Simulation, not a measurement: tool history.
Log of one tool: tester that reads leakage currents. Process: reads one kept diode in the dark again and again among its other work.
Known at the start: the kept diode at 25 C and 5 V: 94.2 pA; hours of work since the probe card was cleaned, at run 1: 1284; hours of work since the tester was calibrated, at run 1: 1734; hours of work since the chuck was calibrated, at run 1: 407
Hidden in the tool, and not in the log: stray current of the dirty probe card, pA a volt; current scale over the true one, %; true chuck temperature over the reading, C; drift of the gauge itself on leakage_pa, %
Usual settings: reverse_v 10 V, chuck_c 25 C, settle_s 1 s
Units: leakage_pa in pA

run   hour  reverse_v  chuck_c  settle_s  hours of work since the probe card was cleaned  hours of work since the tester was calibrated  hours of work since the chuck was calibrated  leakage_pa
  1      0         10       25         1                                            1284                                           1734                                           407      116.34
  2   63.5         10       25         1                                            1319                                           1768                                           441       115.3
  3  158.9         10       25      6.65                                            1370                                           1819                                           493      110.96
  4  220.3         10       34      6.65                                            1403                                           1853                                           526      257.01
  5    299         10       34      6.65                                            1446                                           1895                                           568      255.49
     312.2  -- probe card cleaned and baked
  6  373.8         10       34      6.65                                              33                                           1934                                           607      254.37
  7  494.1        6.9       35      1.54                                              98                                           1998                                           672         247
  8  574.3        6.9       35      1.54                                             141                                           2042                                           715      245.62
  9    703        6.9       35      1.54                                             211                                           2111                                           784      243.54
 10  811.9        6.9       35      1.54                                             269                                           2170                                           843      242.91

Forecast each of these 3 alternatives for the next run:
  A  917.8        2.5       28      0.39                                             326                                           2227                                           900           ?
  B  917.8        3.8       24      1.41                                             326                                           2227                                           900           ?
  C  917.8        1.6       35      1.54                                             326                                           2227                                           900           ?

run  leakage_pa
  A       91.73
  B       70.87
  C      150.44
Without the tool's hidden state the same runs would have given:
run  leakage_pa
  A      103.52
  B       79.53
  C      170.41
